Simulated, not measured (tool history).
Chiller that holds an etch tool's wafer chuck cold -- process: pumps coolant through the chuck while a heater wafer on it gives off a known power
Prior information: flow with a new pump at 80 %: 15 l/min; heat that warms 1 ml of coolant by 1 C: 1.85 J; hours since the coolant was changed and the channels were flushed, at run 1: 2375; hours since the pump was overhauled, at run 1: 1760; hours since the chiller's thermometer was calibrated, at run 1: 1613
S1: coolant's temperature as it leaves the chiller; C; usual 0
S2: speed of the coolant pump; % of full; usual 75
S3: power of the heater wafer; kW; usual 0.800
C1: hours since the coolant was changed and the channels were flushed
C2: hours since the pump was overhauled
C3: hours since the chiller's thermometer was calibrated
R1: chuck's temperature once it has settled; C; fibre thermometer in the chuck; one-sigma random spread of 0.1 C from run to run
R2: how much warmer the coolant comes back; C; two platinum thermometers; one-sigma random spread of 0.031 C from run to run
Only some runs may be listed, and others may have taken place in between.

Run 1, day 0.000: usual settings; C1 2375; C2 1760; C3 1613. Result: R1 9.2 C, R2 1.82 C.
Run 2, day 2.033: usual settings; C1 2424; C2 1809; C3 1662. Result: R1 9.2 C, R2 1.82 C.
Run 3, day 5.833: usual settings; C1 2515; C2 1900; C3 1753. Result: R1 9.0 C, R2 1.86 C.
Run 4, day 10.433: usual settings; C1 2625; C2 2010; C3 1863. Result: R1 9.1 C, R2 1.90 C.
Run 5, day 13.821: usual settings; C1 2707; C2 2092; C3 1945. Result: R1 9.2 C, R2 1.90 C.
Run 6, day 17.471: usual settings but S1 9 C, S2 86 % of full; C1 2794; C2 2179; C3 2032. Result: R1 17.4 C, R2 1.63 C.
Run 7, day 19.821: usual settings but S1 5 C, S2 100 % of full, S3 0.416 kW; C1 2851; C2 2236; C3 2089. Result: R1 8.9 C, R2 0.72 C.
Run 8, day 22.071: usual settings but S1 5 C, S2 100 % of full, S3 0.416 kW; C1 2905; C2 2290; C3 2143. Result: R1 8.8 C, R2 0.72 C.
Run 9, day 26.671: usual settings but S1 -2 C, S3 0.662 kW; C1 3015; C2 2400; C3 2253. Result: R1 5.5 C, R2 1.57 C.

Run 10 comes next. What will it give?
Run 10, day 29.242: usual settings but S1 -9 C, S2 68 % of full, S3 0.900 kW; C1 3077; C2 2462; C3 2315. Result: R1 ?, R2 ?.

{"run 10": {"R1": 1.8, "R2": 2.27}}
On a tool with no hidden condition, and with the same random variation, this run would have come out at R1 1.8 C, R2 2.27 C.

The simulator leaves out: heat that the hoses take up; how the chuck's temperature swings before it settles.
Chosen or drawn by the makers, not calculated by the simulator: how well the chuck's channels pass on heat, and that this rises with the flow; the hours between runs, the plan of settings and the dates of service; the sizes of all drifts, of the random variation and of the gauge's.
